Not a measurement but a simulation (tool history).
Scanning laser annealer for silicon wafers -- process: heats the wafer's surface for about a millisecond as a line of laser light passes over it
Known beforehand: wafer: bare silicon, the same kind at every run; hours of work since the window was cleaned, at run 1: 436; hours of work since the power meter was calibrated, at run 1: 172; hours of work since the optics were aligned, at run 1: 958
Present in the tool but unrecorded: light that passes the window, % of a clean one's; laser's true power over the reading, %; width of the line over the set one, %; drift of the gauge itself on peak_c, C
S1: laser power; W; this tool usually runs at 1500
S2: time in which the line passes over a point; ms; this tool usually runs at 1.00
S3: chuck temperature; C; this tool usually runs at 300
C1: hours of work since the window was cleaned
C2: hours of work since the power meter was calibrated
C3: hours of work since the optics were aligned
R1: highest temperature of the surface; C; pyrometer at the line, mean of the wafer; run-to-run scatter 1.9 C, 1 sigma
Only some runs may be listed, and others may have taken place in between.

run   hour    S1    S2   S3   C1   C2    C3    R1
  1    0.0  1500  1.00  300  436  172   958  1096
  2   12.4  1500  1.00  300  442  177   963  1096
  3   21.3  1425  1.00  300  445  181   967  1058
      25.6  -- window over the wafer cleaned
  4   34.2  1425  1.00  301    4  185   971  1064
  5   45.9  1531  1.00  300    9  190   976  1114
  6   60.8  1531  1.00  300   15  196   983  1115
  7   74.7  1522  1.00  300   21  202   988  1109
  8   84.0  1522  1.00  300   25  206   992  1110
  9  104.0  1337  0.74  296   33  215  1001   922

What will run 10 give?
 10  113.7  1300  0.71  269  37  219  1005   ?

R1: 870 C
Had the tool carried no hidden state, the very same run would have given R1 870 C.

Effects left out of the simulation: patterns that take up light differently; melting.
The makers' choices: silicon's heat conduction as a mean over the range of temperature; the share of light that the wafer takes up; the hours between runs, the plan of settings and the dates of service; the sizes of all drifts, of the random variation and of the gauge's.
